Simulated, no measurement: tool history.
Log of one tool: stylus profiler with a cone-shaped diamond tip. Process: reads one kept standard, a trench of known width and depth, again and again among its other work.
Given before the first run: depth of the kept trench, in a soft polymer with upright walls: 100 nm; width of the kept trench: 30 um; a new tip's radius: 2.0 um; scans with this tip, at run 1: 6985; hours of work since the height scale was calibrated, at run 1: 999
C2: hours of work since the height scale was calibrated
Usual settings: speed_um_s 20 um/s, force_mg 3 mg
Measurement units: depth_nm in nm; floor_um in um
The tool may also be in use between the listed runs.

Run 1, hour 0: usual settings; scans with this tip 6985; C2 999. Result: depth_nm 100.5 nm, floor_um 28.61 um.
Run 2, hour 59.6: usual settings; scans with this tip 7154; C2 1023. Result: depth_nm 100.49 nm, floor_um 28.59 um.
Run 3, hour 132.5: usual settings but force_mg 8.63 mg; scans with this tip 7361; C2 1052. Result: depth_nm 101.22 nm, floor_um 28.58 um.
Run 4, hour 206.2: usual settings but force_mg 8.63 mg; scans with this tip 7569; C2 1082. Result: depth_nm 101.2 nm, floor_um 28.59 um.
Run 5, hour 273.9: usual settings but force_mg 8.63 mg; scans with this tip 7761; C2 1109. Result: depth_nm 101.19 nm, floor_um 28.56 um.
Run 6, hour 319.3: usual settings; scans with this tip 7890; C2 1128. Result: depth_nm 100.49 nm, floor_um 28.6 um.
Run 7, hour 355.2: usual settings; scans with this tip 7991; C2 1142. Result: depth_nm 100.48 nm, floor_um 28.63 um.
Run 8, hour 422.2: usual settings but speed_um_s 48 um/s; scans with this tip 8181; C2 1169. Result: depth_nm 100.49 nm, floor_um 28.46 um.
Run 9, hour 498.2: usual settings but speed_um_s 8 um/s; scans with this tip 8396; C2 1200. Result: depth_nm 100.5 nm, floor_um 28.58 um.
Run 10, hour 561.1: usual settings but speed_um_s 8 um/s; scans with this tip 8574; C2 1226. Result: depth_nm 100.53 nm, floor_um 28.58 um.
Run 11, hour 611.1: usual settings but speed_um_s 8 um/s; scans with this tip 8716; C2 1246. Result: depth_nm 100.5 nm, floor_um 28.6 um.
Run 12, hour 643.5: usual settings but speed_um_s 8 um/s; scans with this tip 8808; C2 1259. Result: depth_nm 100.48 nm, floor_um 28.63 um.
Run 13, hour 710.4: usual settings but speed_um_s 8 um/s; scans with this tip 8997; C2 1286. Result: depth_nm 100.49 nm, floor_um 28.62 um.
Run 14, hour 745.5: usual settings but speed_um_s 8 um/s; scans with this tip 9097; C2 1300. Result: depth_nm 100.5 nm, floor_um 28.63 um.
Run 15, hour 782.1: usual settings but speed_um_s 8 um/s; scans with this tip 9200; C2 1315. Result: depth_nm 100.48 nm, floor_um 28.55 um.
Run 16, hour 835.1: usual settings but speed_um_s 8 um/s; scans with this tip 9350; C2 1337. Result: depth_nm 100.51 nm, floor_um 28.62 um.
Run 17, hour 897: usual settings but speed_um_s 67 um/s; scans with this tip 9525; C2 1362. Result: depth_nm 100.49 nm, floor_um 28.43 um.
Run 18, hour 946: usual settings but speed_um_s 67 um/s; scans with this tip 9664; C2 1381. Result: depth_nm 100.43 nm, floor_um 28.41 um.
Run 19, hour 1003.3: usual settings but speed_um_s 67 um/s; scans with this tip 9827; C2 1405. Result: depth_nm 100.44 nm, floor_um 28.36 um.
Run 20, hour 1065: usual settings but speed_um_s 67 um/s; scans with this tip 10001; C2 1430. Result: depth_nm 100.45 nm, floor_um 28.37 um.
Run 21, hour 1123.9: usual settings but force_mg 6.73 mg; scans with this tip 10168; C2 1454. Result: depth_nm 100.94 nm, floor_um 28.63 um.
Run 22, hour 1185.1: usual settings but speed_um_s 31 um/s; scans with this tip 10342; C2 1478. Result: depth_nm 100.46 nm, floor_um 28.45 um.
Run 23, hour 1224.5: usual settings but speed_um_s 24 um/s, force_mg 2.39 mg; scans with this tip 10453; C2 1494. Result: depth_nm 100.34 nm, floor_um 28.51 um.
Run 24, hour 1291.5: usual settings but speed_um_s 24 um/s, force_mg 1.17 mg; scans with this tip 10643; C2 1521. Result: depth_nm 100.08 nm, floor_um 28.45 um.
Run 25, hour 1342.6: usual settings but speed_um_s 69 um/s, force_mg 1.43 mg; scans with this tip 10787; C2 1542. Result: depth_nm 100.14 nm, floor_um 28.29 um.
Run 26, hour 1400.6: usual settings but speed_um_s 6 um/s, force_mg 3.46 mg; scans with this tip 10952; C2 1565. Result: depth_nm 100.51 nm, floor_um 28.55 um.
Run 27, hour 1435.5: usual settings but speed_um_s 45 um/s, force_mg 7.99 mg; scans with this tip 11051; C2 1580. Result: depth_nm 101.03 nm, floor_um 28.48 um.
Run 28, hour 1470.2: usual settings but speed_um_s 6 um/s, force_mg 8.82 mg; scans with this tip 11149; C2 1594. Result: depth_nm 101.15 nm, floor_um 28.6 um.
Run 29, hour 1546.8: usual settings but speed_um_s 9 um/s, force_mg 2.31 mg; scans with this tip 11366; C2 1625. Result: depth_nm 100.3 nm, floor_um 28.56 um.
Run 30, hour 1620.3: usual settings but speed_um_s 14 um/s, force_mg 1.59 mg; scans with this tip 11574; C2 1654. Result: depth_nm 100.21 nm, floor_um 28.49 um.
Run 31, hour 1682.3: usual settings but speed_um_s 14 um/s, force_mg 1.59 mg; scans with this tip 11749; C2 1680. Result: depth_nm 100.17 nm, floor_um 28.52 um.
Run 32, hour 1727.1: usual settings but speed_um_s 14 um/s, force_mg 1.59 mg; scans with this tip 11876; C2 1698. Result: depth_nm 100.2 nm, floor_um 28.5 um.
Run 33, hour 1760.5: usual settings but speed_um_s 5 um/s, force_mg 1.9 mg; scans with this tip 11971; C2 1711. Result: depth_nm 100.26 nm, floor_um 28.59 um.
Run 34, hour 1807.9: usual settings but speed_um_s 23 um/s, force_mg 1.72 mg; scans with this tip 12105; C2 1730. Result: depth_nm 100.24 nm, floor_um 28.44 um.
Run 35, hour 1843.2: usual settings but force_mg 1.19 mg; scans with this tip 12205; C2 1745. Result: depth_nm 100.06 nm, floor_um 28.45 um.
Run 36, hour 1911.4: usual settings but force_mg 1.19 mg; scans with this tip 12398; C2 1772. Result: depth_nm 100.09 nm, floor_um 28.42 um.
Run 37, hour 1975.6: usual settings but speed_um_s 65 um/s, force_mg 2.51 mg; scans with this tip 12580; C2 1798. Result: depth_nm 100.33 nm, floor_um 28.37 um.
Run 38, hour 2024.8: usual settings but speed_um_s 27 um/s, force_mg 6.99 mg; scans with this tip 12719; C2 1818. Result: depth_nm 100.93 nm, floor_um 28.53 um.
Run 39, hour 2094.6: usual settings but speed_um_s 51 um/s, force_mg 1.42 mg; scans with this tip 12917; C2 1846. Result: depth_nm 100.14 nm, floor_um 28.36 um.
Run 40, hour 2159.8: usual settings but speed_um_s 38 um/s, force_mg 1.01 mg; scans with this tip 13102; C2 1873. Result: depth_nm 100.05 nm, floor_um 28.35 um.
Run 41, hour 2200.2: usual settings but speed_um_s 38 um/s, force_mg 1.01 mg; scans with this tip 13216; C2 1889. Result: depth_nm 100.03 nm, floor_um 28.36 um.

The logged runs with the hidden state left out (each run's random variation unchanged):
The hidden state here: radius of the tip, um; height scale over the true one, %; drift of the gauge itself on depth_nm, %; drift of the gauge itself on floor_um, %.
run  depth_nm  floor_um
  1    100.64     28.71
  2    100.64     28.69
  3    101.37     28.69
  4    101.36      28.7
  5    101.35     28.67
  6    100.65     28.71
  7    100.65     28.74
  8    100.66     28.58
  9    100.67     28.69
 10    100.71      28.7
 11    100.68     28.73
 12    100.66     28.75
 13    100.68     28.74
 14    100.69     28.75
 15    100.67     28.68
 16     100.7     28.75
 17    100.69     28.56
 18    100.64     28.54
 19    100.65     28.49
 20    100.66     28.51
 21    101.16     28.77
 22    100.68     28.59
 23    100.56     28.65
 24     100.3     28.59
 25    100.37     28.44
 26    100.74      28.7
 27    101.27     28.64
 28    101.39     28.75
 29    100.54     28.72
 30    100.46     28.66
 31    100.43     28.68
 32    100.46     28.67
 33    100.51     28.75
 34     100.5     28.61
 35    100.32     28.62
 36    100.36     28.59
 37     100.6     28.55
 38     101.2     28.71
 39    100.42     28.54
 40    100.33     28.53
 41    100.32     28.55

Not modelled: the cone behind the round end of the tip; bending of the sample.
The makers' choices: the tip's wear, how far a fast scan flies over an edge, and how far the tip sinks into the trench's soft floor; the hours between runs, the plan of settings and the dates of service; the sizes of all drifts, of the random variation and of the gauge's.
